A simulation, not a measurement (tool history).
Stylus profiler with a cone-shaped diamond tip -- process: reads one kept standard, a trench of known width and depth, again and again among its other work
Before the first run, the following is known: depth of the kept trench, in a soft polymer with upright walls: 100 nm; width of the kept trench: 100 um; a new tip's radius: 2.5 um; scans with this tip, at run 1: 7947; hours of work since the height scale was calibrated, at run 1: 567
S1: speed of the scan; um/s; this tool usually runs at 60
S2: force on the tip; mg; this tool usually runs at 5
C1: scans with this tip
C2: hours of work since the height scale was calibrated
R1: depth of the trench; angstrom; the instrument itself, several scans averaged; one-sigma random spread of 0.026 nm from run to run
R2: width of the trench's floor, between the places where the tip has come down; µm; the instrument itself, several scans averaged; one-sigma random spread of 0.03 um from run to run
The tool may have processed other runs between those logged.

run    hour   S1     S2     C1   C2      R1     R2
  1       0   60      5   7947  567  1025.6   98.1
  2    22.7  194      5   8185  584  1025.1  97.62
  3    43.3  194      5   8400  599  1025.8  97.66
  4    72.7  194      5   8708  621  1025.8  97.59
  5      93  194      5   8921  636    1026  97.67
  6   138.7  194      5   9400  671  1025.7  97.56
  7   157.9  194      5   9600  685  1025.8  97.65
  8   184.5   60   5.21   9880  705  1026.3  98.05
  9     212   60   5.21  10167  725  1026.8  97.98
 10   247.2   60   5.21  10537  752  1026.8  98.02
 11   276.9   60   5.21  10847  774    1027     98
 12     306   60  14.87  11152  796  1051.1  98.04
 13   344.7   60      5  11557  825  1026.6  97.99
 14   383.4   60      5  11963  854  1026.5  97.97
 15   420.4   84      5  12350  881  1026.7  97.93
 16   439.5  190      5  12550  895  1026.6  97.55
 17   477.9  190      5  12953  924  1026.9  97.47
 18   505.2  190      5  13238  945  1026.8   97.5
      521.3  -- height scale calibrated on a step standard
 19   528.5  214      5  13478    5  1022.6  97.45
 20   554.4  214      5  13749   25    1023  97.43
 21   595.6  214      5  14180   55    1023   97.4
 22   636.8   60      2  14612   86  1012.9  97.76
 23   677.2   60      2  15035  117  1012.6  97.76
 24   717.7   60      2  15459  147  1012.5  97.73
 25     763   60   2.12  15934  181  1013.4  97.71
 26   792.4   60   2.12  16241  203  1013.6  97.72
 27   823.7  188   2.29  16569  226  1014.1  97.09
 28   855.4  161   8.87  16901  250  1034.4  97.63
        898  -- new tip fitted, height scale calibrated
 29   899.3   27   7.82     14    1    1030  98.53
 30   934.8   60  14.09    386   28    1045  98.53
 31     972   60  14.09    775   55  1045.9  98.48
 32  1001.3   60  14.09   1083   77  1045.3  98.47
 33  1035.8   21   9.94   1444  103  1035.8  98.51
 34  1074.4   21   9.94   1849  132  1036.3  98.48
 35  1113.1   21   9.94   2254  161  1036.4  98.49

Run 36 is up next; what results do you expect?
 36  1141.9  64  13.54  2555  182   ?   ?

Run 36 measured R1 1044.8 angstrom, R2 98.34 µm.
On a tool with no hidden condition, and with the same random variation, this run would have come out at R1 1044.4 angstrom, R2 98.43 µm.
